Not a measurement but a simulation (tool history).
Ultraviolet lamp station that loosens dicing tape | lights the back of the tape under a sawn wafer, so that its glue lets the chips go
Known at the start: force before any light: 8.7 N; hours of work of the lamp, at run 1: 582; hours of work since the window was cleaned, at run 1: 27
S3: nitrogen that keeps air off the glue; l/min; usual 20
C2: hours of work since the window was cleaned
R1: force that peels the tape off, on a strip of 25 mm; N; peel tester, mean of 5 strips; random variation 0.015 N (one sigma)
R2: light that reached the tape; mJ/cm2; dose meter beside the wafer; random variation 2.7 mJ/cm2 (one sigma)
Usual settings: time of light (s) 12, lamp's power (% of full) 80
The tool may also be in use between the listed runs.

run 1 day=0 | time_of_light_(s)=12 lamp's_power_(%_of_full)=80 S3=20 | hours_of_work_of_the_lamp=582 C2=27 | R1=0.911 R2=336
run 2 day=0.788 | time_of_light_(s)=12 lamp's_power_(%_of_full)=80 S3=20 | hours_of_work_of_the_lamp=596 C2=41 | R1=0.889 R2=333
run 3 day=1.554 | time_of_light_(s)=12 lamp's_power_(%_of_full)=80 S3=20 | hours_of_work_of_the_lamp=610 C2=55 | R1=0.92 R2=329
run 4 day=2.038 | time_of_light_(s)=12 lamp's_power_(%_of_full)=80 S3=20 | hours_of_work_of_the_lamp=618 C2=63 | R1=0.915 R2=325
run 5 day=2.85 | time_of_light_(s)=12 lamp's_power_(%_of_full)=80 S3=20 | hours_of_work_of_the_lamp=633 C2=78 | R1=0.961 R2=329
run 6 day=3.525 | time_of_light_(s)=12 lamp's_power_(%_of_full)=80 S3=20 | hours_of_work_of_the_lamp=645 C2=90 | R1=0.928 R2=325
run 7 day=4.029 | time_of_light_(s)=12 lamp's_power_(%_of_full)=80 S3=20 | hours_of_work_of_the_lamp=654 C2=99 | R1=0.949 R2=325
run 8 day=4.446 | time_of_light_(s)=12 lamp's_power_(%_of_full)=80 S3=20 | hours_of_work_of_the_lamp=661 C2=106 | R1=0.971 R2=316
run 9 day=5.133 | time_of_light_(s)=12 lamp's_power_(%_of_full)=80 S3=20 | hours_of_work_of_the_lamp=674 C2=119 | R1=1.01 R2=316
run 10 day=5.908 | time_of_light_(s)=12 lamp's_power_(%_of_full)=80 S3=20 | hours_of_work_of_the_lamp=688 C2=133 | R1=1.028 R2=314
run 11 day=6.721 | time_of_light_(s)=12 lamp's_power_(%_of_full)=71 S3=20 | hours_of_work_of_the_lamp=702 C2=147 | R1=1.31 R2=278
run 12 day=7.129 | time_of_light_(s)=12 lamp's_power_(%_of_full)=71 S3=20 | hours_of_work_of_the_lamp=709 C2=154 | R1=1.296 R2=276
run 13 day=7.633 | time_of_light_(s)=12 lamp's_power_(%_of_full)=71 S3=20 | hours_of_work_of_the_lamp=719 C2=163 | R1=1.361 R2=276
run 14 day=8.208 | time_of_light_(s)=12 lamp's_power_(%_of_full)=71 S3=20 | hours_of_work_of_the_lamp=729 C2=174 | R1=1.306 R2=278
run 15 day=8.912 | time_of_light_(s)=12 lamp's_power_(%_of_full)=80 S3=20 | hours_of_work_of_the_lamp=741 C2=186 | R1=1.04 R2=302
run 16 day=9.738 | time_of_light_(s)=12 lamp's_power_(%_of_full)=80 S3=20 | hours_of_work_of_the_lamp=756 C2=201 | R1=1.112 R2=303
run 17 day=10.342 | time_of_light_(s)=12 lamp's_power_(%_of_full)=80 S3=20 | hours_of_work_of_the_lamp=767 C2=212 | R1=1.101 R2=300
run 18 day=10.867 | time_of_light_(s)=12 lamp's_power_(%_of_full)=80 S3=20 | hours_of_work_of_the_lamp=776 C2=221 | R1=1.133 R2=304
run 19 day=11.467 | time_of_light_(s)=12 lamp's_power_(%_of_full)=80 S3=20 | hours_of_work_of_the_lamp=787 C2=232 | R1=1.137 R2=294
run 20 day=11.975 | time_of_light_(s)=12 lamp's_power_(%_of_full)=80 S3=20 | hours_of_work_of_the_lamp=796 C2=241 | R1=1.138 R2=299
run 21 day=12.854 | time_of_light_(s)=12 lamp's_power_(%_of_full)=80 S3=20 | hours_of_work_of_the_lamp=812 C2=257 | R1=1.191 R2=288
run 22 day=13.354 | time_of_light_(s)=12 lamp's_power_(%_of_full)=80 S3=20 | hours_of_work_of_the_lamp=821 C2=266 | R1=1.155 R2=292
run 23 day=14.104 | time_of_light_(s)=13 lamp's_power_(%_of_full)=60 S3=35 | hours_of_work_of_the_lamp=834 C2=279 | R1=1.196 R2=236
run 24 day=14.604 | time_of_light_(s)=12 lamp's_power_(%_of_full)=60 S3=10 | hours_of_work_of_the_lamp=843 C2=288 | R1=2.941 R2=217
run 25 day=15.05 | time_of_light_(s)=12 lamp's_power_(%_of_full)=60 S3=10 | hours_of_work_of_the_lamp=851 C2=296 | R1=2.906 R2=217
-- day=15.671 window cleaned of glue's vapour
run 26 day=15.917 | time_of_light_(s)=6 lamp's_power_(%_of_full)=80 S3=8 | hours_of_work_of_the_lamp=867 C2=4 | R1=4.144 R2=162
run 27 day=16.317 | time_of_light_(s)=8 lamp's_power_(%_of_full)=94 S3=8 | hours_of_work_of_the_lamp=874 C2=12 | R1=2.695 R2=253
run 28 day=17.062 | time_of_light_(s)=12 lamp's_power_(%_of_full)=61 S3=12 | hours_of_work_of_the_lamp=887 C2=25 | R1=2.235 R2=246
run 29 day=17.696 | time_of_light_(s)=12 lamp's_power_(%_of_full)=61 S3=12 | hours_of_work_of_the_lamp=898 C2=36 | R1=2.256 R2=241
run 30 day=18.508 | time_of_light_(s)=12 lamp's_power_(%_of_full)=61 S3=12 | hours_of_work_of_the_lamp=913 C2=51 | R1=2.281 R2=238
run 31 day=19.354 | time_of_light_(s)=12 lamp's_power_(%_of_full)=73 S3=39 | hours_of_work_of_the_lamp=928 C2=66 | R1=0.752 R2=283
run 32 day=19.729 | time_of_light_(s)=12 lamp's_power_(%_of_full)=65 S3=8 | hours_of_work_of_the_lamp=935 C2=73 | R1=2.723 R2=250
run 33 day=20.317 | time_of_light_(s)=7 lamp's_power_(%_of_full)=80 S3=25 | hours_of_work_of_the_lamp=945 C2=83 | R1=2.194 R2=184
run 34 day=21 | time_of_light_(s)=20 lamp's_power_(%_of_full)=75 S3=20 | hours_of_work_of_the_lamp=958 C2=95 | R1=0.395 R2=477
run 35 day=21.679 | time_of_light_(s)=9 lamp's_power_(%_of_full)=75 S3=20 | hours_of_work_of_the_lamp=970 C2=108 | R1=2.024 R2=214
run 36 day=22.071 | time_of_light_(s)=19 lamp's_power_(%_of_full)=65 S3=37 | hours_of_work_of_the_lamp=977 C2=115 | R1=0.372 R2=392
run 37 day=22.504 | time_of_light_(s)=16 lamp's_power_(%_of_full)=76 S3=9 | hours_of_work_of_the_lamp=985 C2=122 | R1=1.382 R2=385
run 38 day=22.9 | time_of_light_(s)=8 lamp's_power_(%_of_full)=82 S3=20 | hours_of_work_of_the_lamp=992 C2=129 | R1=2.047 R2=204
run 39 day=23.496 | time_of_light_(s)=8 lamp's_power_(%_of_full)=82 S3=20 | hours_of_work_of_the_lamp=1002 C2=140 | R1=2.054 R2=206
run 40 day=24.188 | time_of_light_(s)=21 lamp's_power_(%_of_full)=80 S3=20 | hours_of_work_of_the_lamp=1015 C2=153 | R1=0.339 R2=529
run 41 day=24.721 | time_of_light_(s)=21 lamp's_power_(%_of_full)=80 S3=20 | hours_of_work_of_the_lamp=1024 C2=162 | R1=0.33 R2=518
run 42 day=25.421 | time_of_light_(s)=12 lamp's_power_(%_of_full)=78 S3=11 | hours_of_work_of_the_lamp=1037 C2=175 | R1=1.918 R2=285
run 43 day=26.204 | time_of_light_(s)=12 lamp's_power_(%_of_full)=78 S3=11 | hours_of_work_of_the_lamp=1051 C2=189 | R1=1.913 R2=284

Measured less the same run without the tool's hidden state. The same run-to-run variation is in both; the gauge's scatter may not be:
The hidden state here: lamp's light, % of a new lamp's; light that the window lets through, % of a clean one's; drift of the gauge itself on peel_n, %; drift of the gauge itself on dose_mj_cm2, %.
run=1 R1=+0.203 R2=-42
run=2 R1=+0.211 R2=-45
run=3 R1=+0.228 R2=-48
run=4 R1=+0.237 R2=-50
run=5 R1=+0.259 R2=-52
run=6 R1=+0.259 R2=-54
run=7 R1=+0.27 R2=-55
run=8 R1=+0.286 R2=-57
run=9 R1=+0.305 R2=-59
run=10 R1=+0.322 R2=-61
run=11 R1=+0.398 R2=-57
run=12 R1=+0.401 R2=-59
run=13 R1=+0.43 R2=-60
run=14 R1=+0.42 R2=-61
run=15 R1=+0.368 R2=-71
run=16 R1=+0.401 R2=-74
run=17 R1=+0.408 R2=-76
run=18 R1=+0.429 R2=-79
run=19 R1=+0.441 R2=-79
run=20 R1=+0.45 R2=-81
run=21 R1=+0.478 R2=-84
run=22 R1=+0.474 R2=-86
run=23 R1=+0.503 R2=-72
run=24 R1=+0.842 R2=-67
run=25 R1=+0.844 R2=-68
run=26 R1=+0.49 R2=-26
run=27 R1=+0.482 R2=-43
run=28 R1=+0.471 R2=-44
run=29 R1=+0.49 R2=-45
run=30 R1=+0.516 R2=-47
run=31 R1=+0.26 R2=-58
run=32 R1=+0.588 R2=-54
run=33 R1=+0.551 R2=-40
run=34 R1=+0.145 R2=-108
run=35 R1=+0.576 R2=-51
run=36 R1=+0.143 R2=-94
run=37 R1=+0.472 R2=-95
run=38 R1=+0.597 R2=-52
run=39 R1=+0.615 R2=-53
run=40 R1=+0.13 R2=-141
run=41 R1=+0.129 R2=-143
run=42 R1=+0.651 R2=-81
run=43 R1=+0.665 R2=-84
